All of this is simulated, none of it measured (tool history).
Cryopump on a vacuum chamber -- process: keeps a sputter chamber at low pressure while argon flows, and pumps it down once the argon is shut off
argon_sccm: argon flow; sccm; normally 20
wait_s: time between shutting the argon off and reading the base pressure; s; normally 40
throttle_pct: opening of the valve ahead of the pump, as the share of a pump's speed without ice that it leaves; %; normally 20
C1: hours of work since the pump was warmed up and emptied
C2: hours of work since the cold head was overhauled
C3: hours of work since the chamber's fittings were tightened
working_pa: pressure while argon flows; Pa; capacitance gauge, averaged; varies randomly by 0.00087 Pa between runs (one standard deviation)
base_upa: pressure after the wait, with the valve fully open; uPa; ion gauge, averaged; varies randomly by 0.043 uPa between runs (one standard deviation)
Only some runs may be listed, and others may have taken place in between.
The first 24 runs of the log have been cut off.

{"run": 25, "hour": 476.5, "argon_sccm": 17, "wait_s": 64, "throttle_pct": 39, "C1": 304, "C2": 304, "C3": 1262, "working_pa": 0.0845, "base_upa": 2.1}
{"run": 26, "hour": 495.0, "argon_sccm": 33, "wait_s": 46, "throttle_pct": 22, "C1": 313, "C2": 313, "C3": 1271, "working_pa": 0.2811, "base_upa": 2.7}
{"run": 27, "hour": 510.3, "argon_sccm": 29, "wait_s": 151, "throttle_pct": 34, "C1": 320, "C2": 320, "C3": 1279, "working_pa": 0.1625, "base_upa": 1.36}
{"run": 28, "hour": 526.6, "argon_sccm": 12, "wait_s": 230, "throttle_pct": 33, "C1": 328, "C2": 328, "C3": 1287, "working_pa": 0.0699, "base_upa": 1.23}
{"run": 29, "hour": 546.2, "argon_sccm": 12, "wait_s": 230, "throttle_pct": 33, "C1": 337, "C2": 337, "C3": 1296, "working_pa": 0.0691, "base_upa": 1.17}
{"run": 30, "hour": 573.7, "argon_sccm": 12, "wait_s": 230, "throttle_pct": 33, "C1": 351, "C2": 351, "C3": 1309, "working_pa": 0.069, "base_upa": 1.2}
{"run": 31, "hour": 592.3, "argon_sccm": 12, "wait_s": 230, "throttle_pct": 57, "C1": 360, "C2": 360, "C3": 1318, "working_pa": 0.0434, "base_upa": 1.19}
{"run": 32, "hour": 609.2, "argon_sccm": 13, "wait_s": 30, "throttle_pct": 52, "C1": 368, "C2": 368, "C3": 1326, "working_pa": 0.05, "base_upa": 3.71}
{"run": 33, "hour": 621.5, "argon_sccm": 9, "wait_s": 40, "throttle_pct": 35, "C1": 374, "C2": 374, "C3": 1332, "working_pa": 0.0498, "base_upa": 3.02}

Here are 4 independent what-if runs from the current tool condition. What would each one return?
{"run": "A", "hour": 639.6, "argon_sccm": 9, "wait_s": 199, "throttle_pct": 47, "C1": 382, "C2": 382, "C3": 1341, "working_pa": "?", "base_upa": "?"}
{"run": "B", "hour": 639.6, "argon_sccm": 27, "wait_s": 20, "throttle_pct": 30, "C1": 382, "C2": 382, "C3": 1341, "working_pa": "?", "base_upa": "?"}
{"run": "C", "hour": 639.6, "argon_sccm": 38, "wait_s": 156, "throttle_pct": 20, "C1": 382, "C2": 382, "C3": 1341, "working_pa": "?", "base_upa": "?"}
{"run": "D", "hour": 639.6, "argon_sccm": 20, "wait_s": 40, "throttle_pct": 57, "C1": 382, "C2": 382, "C3": 1341, "working_pa": "?", "base_upa": "?"}

run=A working_pa=0.0381 base_upa=1.26
run=B working_pa=0.1724 base_upa=5.26
run=C working_pa=0.3539 base_upa=1.39
run=D working_pa=0.072 base_upa=3.04
Without the tool's unlogged condition, the same runs would have read:
run=A working_pa=0.0343 base_upa=0.74
run=B working_pa=0.1609 base_upa=4.75
run=C working_pa=0.3377 base_upa=0.88
run=D working_pa=0.0635 base_upa=2.53

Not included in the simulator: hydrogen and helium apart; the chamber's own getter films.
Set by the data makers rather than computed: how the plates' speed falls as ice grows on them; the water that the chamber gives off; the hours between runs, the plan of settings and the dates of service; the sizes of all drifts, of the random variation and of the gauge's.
